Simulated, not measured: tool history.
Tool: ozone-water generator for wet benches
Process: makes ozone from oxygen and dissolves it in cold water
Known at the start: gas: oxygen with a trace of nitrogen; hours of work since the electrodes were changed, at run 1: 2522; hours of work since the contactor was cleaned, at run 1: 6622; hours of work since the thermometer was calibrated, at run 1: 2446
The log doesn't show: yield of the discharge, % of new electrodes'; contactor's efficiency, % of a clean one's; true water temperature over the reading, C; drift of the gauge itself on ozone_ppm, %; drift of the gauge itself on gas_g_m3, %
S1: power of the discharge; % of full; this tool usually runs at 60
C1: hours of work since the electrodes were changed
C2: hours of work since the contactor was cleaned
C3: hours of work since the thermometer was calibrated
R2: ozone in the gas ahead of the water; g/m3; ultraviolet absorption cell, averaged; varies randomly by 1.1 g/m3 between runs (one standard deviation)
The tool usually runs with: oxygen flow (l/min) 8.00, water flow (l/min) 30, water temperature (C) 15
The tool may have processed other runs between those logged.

{"run": 1, "day": 0.0, "S1": 60, "oxygen flow (l/min)": 8.0, "water flow (l/min)": 30, "water temperature (C)": 15, "C1": 2522, "C2": 6622, "C3": 2446, "dissolved ozone (ppm)": 23.4, "R2": 184.9}
{"run": 2, "day": 4.55, "S1": 60, "oxygen flow (l/min)": 8.0, "water flow (l/min)": 30, "water temperature (C)": 15, "C1": 2630, "C2": 6730, "C3": 2554, "dissolved ozone (ppm)": 23.3, "R2": 184.4}
{"day": 8.712, "done": "water thermometer calibrated"}
{"run": 3, "day": 11.0, "S1": 60, "oxygen flow (l/min)": 8.0, "water flow (l/min)": 30, "water temperature (C)": 20, "C1": 2784, "C2": 6884, "C3": 55, "dissolved ozone (ppm)": 21.7, "R2": 184.4}
{"run": 4, "day": 15.138, "S1": 60, "oxygen flow (l/min)": 8.0, "water flow (l/min)": 40, "water temperature (C)": 15, "C1": 2883, "C2": 6983, "C3": 153, "dissolved ozone (ppm)": 18.6, "R2": 185.4}
{"run": 5, "day": 20.067, "S1": 60, "oxygen flow (l/min)": 8.0, "water flow (l/min)": 40, "water temperature (C)": 15, "C1": 3000, "C2": 7100, "C3": 271, "dissolved ozone (ppm)": 18.8, "R2": 184.0}
{"run": 6, "day": 25.617, "S1": 60, "oxygen flow (l/min)": 8.0, "water flow (l/min)": 40, "water temperature (C)": 15, "C1": 3133, "C2": 7233, "C3": 404, "dissolved ozone (ppm)": 18.5, "R2": 183.8}
{"run": 7, "day": 33.679, "S1": 60, "oxygen flow (l/min)": 8.0, "water flow (l/min)": 30, "water temperature (C)": 15, "C1": 3325, "C2": 7425, "C3": 596, "dissolved ozone (ppm)": 23.7, "R2": 185.5}
{"run": 8, "day": 38.858, "S1": 60, "oxygen flow (l/min)": 8.0, "water flow (l/min)": 30, "water temperature (C)": 15, "C1": 3449, "C2": 7549, "C3": 720, "dissolved ozone (ppm)": 23.5, "R2": 184.1}
{"run": 9, "day": 46.4, "S1": 77, "oxygen flow (l/min)": 8.0, "water flow (l/min)": 30, "water temperature (C)": 15, "C1": 3629, "C2": 7729, "C3": 900, "dissolved ozone (ppm)": 26.7, "R2": 210.5}
{"run": 10, "day": 50.288, "S1": 60, "oxygen flow (l/min)": 8.0, "water flow (l/min)": 30, "water temperature (C)": 15, "C1": 3722, "C2": 7822, "C3": 992, "dissolved ozone (ppm)": 23.3, "R2": 183.0}
{"run": 11, "day": 55.512, "S1": 60, "oxygen flow (l/min)": 8.0, "water flow (l/min)": 30, "water temperature (C)": 15, "C1": 3846, "C2": 7946, "C3": 1117, "dissolved ozone (ppm)": 23.4, "R2": 183.1}
{"run": 12, "day": 63.096, "S1": 60, "oxygen flow (l/min)": 5.97, "water flow (l/min)": 30, "water temperature (C)": 23, "C1": 4027, "C2": 8127, "C3": 1298, "dissolved ozone (ppm)": 19.5, "R2": 203.9}
{"run": 13, "day": 67.575, "S1": 60, "oxygen flow (l/min)": 10.45, "water flow (l/min)": 30, "water temperature (C)": 15, "C1": 4134, "C2": 8234, "C3": 1405, "dissolved ozone (ppm)": 24.2, "R2": 165.1}
{"run": 14, "day": 72.5, "S1": 63, "oxygen flow (l/min)": 10.45, "water flow (l/min)": 30, "water temperature (C)": 11, "C1": 4252, "C2": 8352, "C3": 1523, "dissolved ozone (ppm)": 26.8, "R2": 171.6}
{"run": 15, "day": 81.108, "S1": 62, "oxygen flow (l/min)": 8.0, "water flow (l/min)": 30, "water temperature (C)": 10, "C1": 4457, "C2": 8557, "C3": 1728, "dissolved ozone (ppm)": 25.2, "R2": 186.0}
{"run": 16, "day": 86.388, "S1": 53, "oxygen flow (l/min)": 7.34, "water flow (l/min)": 45, "water temperature (C)": 22, "C1": 4583, "C2": 8683, "C3": 1854, "dissolved ozone (ppm)": 14.4, "R2": 178.1}
{"run": 17, "day": 95.229, "S1": 60, "oxygen flow (l/min)": 8.0, "water flow (l/min)": 30, "water temperature (C)": 17, "C1": 4794, "C2": 8894, "C3": 2065, "dissolved ozone (ppm)": 22.7, "R2": 182.7}
{"run": 18, "day": 103.558, "S1": 86, "oxygen flow (l/min)": 6.33, "water flow (l/min)": 41, "water temperature (C)": 10, "C1": 4993, "C2": 9093, "C3": 2264, "dissolved ozone (ppm)": 21.9, "R2": 243.9}
{"day": 110.325, "done": "contactor cleaned"}
{"run": 19, "day": 112.429, "S1": 77, "oxygen flow (l/min)": 10.72, "water flow (l/min)": 19, "water temperature (C)": 15, "C1": 5201, "C2": 50, "C3": 2472, "dissolved ozone (ppm)": 36.5, "R2": 186.1}
{"day": 120.154, "done": "water thermometer calibrated"}
{"run": 20, "day": 120.154, "S1": 40, "oxygen flow (l/min)": 8.0, "water flow (l/min)": 42, "water temperature (C)": 15, "C1": 5385, "C2": 234, "C3": 0, "dissolved ozone (ppm)": 14.2, "R2": 147.6}
{"run": 21, "day": 124.683, "S1": 60, "oxygen flow (l/min)": 8.0, "water flow (l/min)": 26, "water temperature (C)": 19, "C1": 5493, "C2": 342, "C3": 108, "dissolved ozone (ppm)": 24.3, "R2": 180.8}

For each entry between runs, how does the tool's hidden state at the last listed run before it compare with that at the first listed run after it?
After run 2, before run 3: water thermometer calibrated (day 8.712)
  drift of the gauge itself on gas_g_m3, %: -0.06 -> -0.16
  the result without the hidden state subtracted from the measured one, R2: -0.3 -> -0.4 g/m3
After run 18, before run 19: contactor cleaned (day 110.325)
  contactor's efficiency, % of a clean one's: 99.7 -> 100; drift of the gauge itself on gas_g_m3, %: -1.46 -> -1.59
  the result without the hidden state subtracted from the measured one, R2: -4.1 -> -3.4 g/m3
After run 19, before run 20: water thermometer calibrated (day 120.154)
  drift of the gauge itself on gas_g_m3, %: -1.59 -> -1.69
  the result without the hidden state subtracted from the measured one, R2: -3.4 -> -2.7 g/m3
